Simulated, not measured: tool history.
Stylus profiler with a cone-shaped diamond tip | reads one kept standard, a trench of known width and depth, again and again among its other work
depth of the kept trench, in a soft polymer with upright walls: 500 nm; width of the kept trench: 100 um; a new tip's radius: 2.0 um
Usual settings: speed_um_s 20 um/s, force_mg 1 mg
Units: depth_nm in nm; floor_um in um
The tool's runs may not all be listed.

run 1 hour=0 | speed_um_s=20 force_mg=1 | depth_nm=502.28 floor_um=96.38
run 2 hour=54.9 | speed_um_s=20 force_mg=1 | depth_nm=502.31 floor_um=96.36
run 3 hour=105.7 | speed_um_s=20 force_mg=1 | depth_nm=502.23 floor_um=96.4
run 4 hour=182 | speed_um_s=20 force_mg=1 | depth_nm=502.47 floor_um=96.37
run 5 hour=234.6 | speed_um_s=20 force_mg=1 | depth_nm=502.34 floor_um=96.37
run 6 hour=285.5 | speed_um_s=20 force_mg=0.6 | depth_nm=501.75 floor_um=96.31
run 7 hour=372.6 | speed_um_s=20 force_mg=0.6 | depth_nm=501.83 floor_um=96.24
run 8 hour=412.6 | speed_um_s=20 force_mg=1 | depth_nm=502.67 floor_um=96.27
run 9 hour=464.8 | speed_um_s=20 force_mg=1 | depth_nm=502.63 floor_um=96.31
run 10 hour=547.8 | speed_um_s=20 force_mg=1 | depth_nm=502.86 floor_um=96.23
run 11 hour=606.1 | speed_um_s=20 force_mg=1 | depth_nm=502.78 floor_um=96.22
run 12 hour=691 | speed_um_s=43 force_mg=1 | depth_nm=503.1 floor_um=96.05
run 13 hour=777.4 | speed_um_s=43 force_mg=1 | depth_nm=502.71 floor_um=95.99
run 14 hour=866.4 | speed_um_s=43 force_mg=1 | depth_nm=502.89 floor_um=95.99
run 15 hour=937.1 | speed_um_s=20 force_mg=1 | depth_nm=503.01 floor_um=96.07
run 16 hour=1009.8 | speed_um_s=20 force_mg=1 | depth_nm=503.33 floor_um=96.08
run 17 hour=1086 | speed_um_s=29 force_mg=1 | depth_nm=503.37 floor_um=96
run 18 hour=1136.5 | speed_um_s=29 force_mg=1 | depth_nm=503.52 floor_um=95.9
run 19 hour=1179 | speed_um_s=12 force_mg=0.91 | depth_nm=503.31 floor_um=96.05
run 20 hour=1251 | speed_um_s=52 force_mg=1.75 | depth_nm=504.77 floor_um=95.89
run 21 hour=1289.6 | speed_um_s=52 force_mg=1.75 | depth_nm=504.45 floor_um=95.83
-- hour=1296.3 height scale calibrated on a step standard
run 22 hour=1374.8 | speed_um_s=16 force_mg=0.6 | depth_nm=503.48 floor_um=95.9
run 23 hour=1411.4 | speed_um_s=16 force_mg=0.6 | depth_nm=503.69 floor_um=95.91
run 24 hour=1452.6 | speed_um_s=22 force_mg=1 | depth_nm=504.21 floor_um=95.91
run 25 hour=1513.6 | speed_um_s=22 force_mg=1 | depth_nm=504.37 floor_um=95.87
run 26 hour=1585.2 | speed_um_s=26 force_mg=0.84 | depth_nm=504.08 floor_um=95.81
run 27 hour=1631.1 | speed_um_s=15 force_mg=0.45 | depth_nm=503.3 floor_um=95.82
run 28 hour=1700.8 | speed_um_s=23 force_mg=0.48 | depth_nm=503.35 floor_um=95.75
run 29 hour=1752.8 | speed_um_s=66 force_mg=2.51 | depth_nm=506.57 floor_um=95.63
-- hour=1758.5 height scale calibrated on a step standard, once more
run 30 hour=1802 | speed_um_s=14 force_mg=0.6 | depth_nm=501.69 floor_um=95.81
run 31 hour=1845.3 | speed_um_s=47 force_mg=1.06 | depth_nm=502.63 floor_um=95.64
run 32 hour=1895.9 | speed_um_s=11 force_mg=1.07 | depth_nm=502.72 floor_um=95.82
run 33 hour=1982.5 | speed_um_s=19 force_mg=0.63 | depth_nm=501.9 floor_um=95.75
run 34 hour=2027.3 | speed_um_s=43 force_mg=1.19 | depth_nm=503.31 floor_um=95.56
run 35 hour=2116.3 | speed_um_s=43 force_mg=1.19 | depth_nm=503.25 floor_um=95.55

Measured less the same run without the tool's hidden state. The same run-to-run variation is in both; the gauge's scatter may not be:
The hidden state here: radius of the tip, um; height scale over the true one, %; drift of the gauge itself on depth_nm, %; drift of the gauge itself on floor_um, %.
run=1 depth_nm=-0.19 floor_um=-0.81
run=2 depth_nm=-0.13 floor_um=-0.82
run=3 depth_nm=-0.08 floor_um=-0.85
run=4 depth_nm=+0 floor_um=-0.87
run=5 depth_nm=+0.06 floor_um=-0.89
run=6 depth_nm=+0.11 floor_um=-0.92
run=7 depth_nm=+0.19 floor_um=-0.95
run=8 depth_nm=+0.24 floor_um=-0.97
run=9 depth_nm=+0.3 floor_um=-0.98
run=10 depth_nm=+0.38 floor_um=-1.02
run=11 depth_nm=+0.45 floor_um=-1.04
run=12 depth_nm=+0.53 floor_um=-1.07
run=13 depth_nm=+0.62 floor_um=-1.11
run=14 depth_nm=+0.71 floor_um=-1.14
run=15 depth_nm=+0.78 floor_um=-1.16
run=16 depth_nm=+0.86 floor_um=-1.19
run=17 depth_nm=+0.95 floor_um=-1.21
run=18 depth_nm=+1 floor_um=-1.23
run=19 depth_nm=+1.04 floor_um=-1.25
run=20 depth_nm=+1.12 floor_um=-1.27
run=21 depth_nm=+1.16 floor_um=-1.29
run=22 depth_nm=+1.73 floor_um=-1.32
run=23 depth_nm=+1.77 floor_um=-1.33
run=24 depth_nm=+1.82 floor_um=-1.35
run=25 depth_nm=+1.89 floor_um=-1.37
run=26 depth_nm=+1.95 floor_um=-1.39
run=27 depth_nm=+2 floor_um=-1.41
run=28 depth_nm=+2.07 floor_um=-1.43
run=29 depth_nm=+2.14 floor_um=-1.44
run=30 depth_nm=+0.16 floor_um=-1.46
run=31 depth_nm=+0.21 floor_um=-1.47
run=32 depth_nm=+0.27 floor_um=-1.49
run=33 depth_nm=+0.35 floor_um=-1.52
run=34 depth_nm=+0.4 floor_um=-1.53
run=35 depth_nm=+0.49 floor_um=-1.56
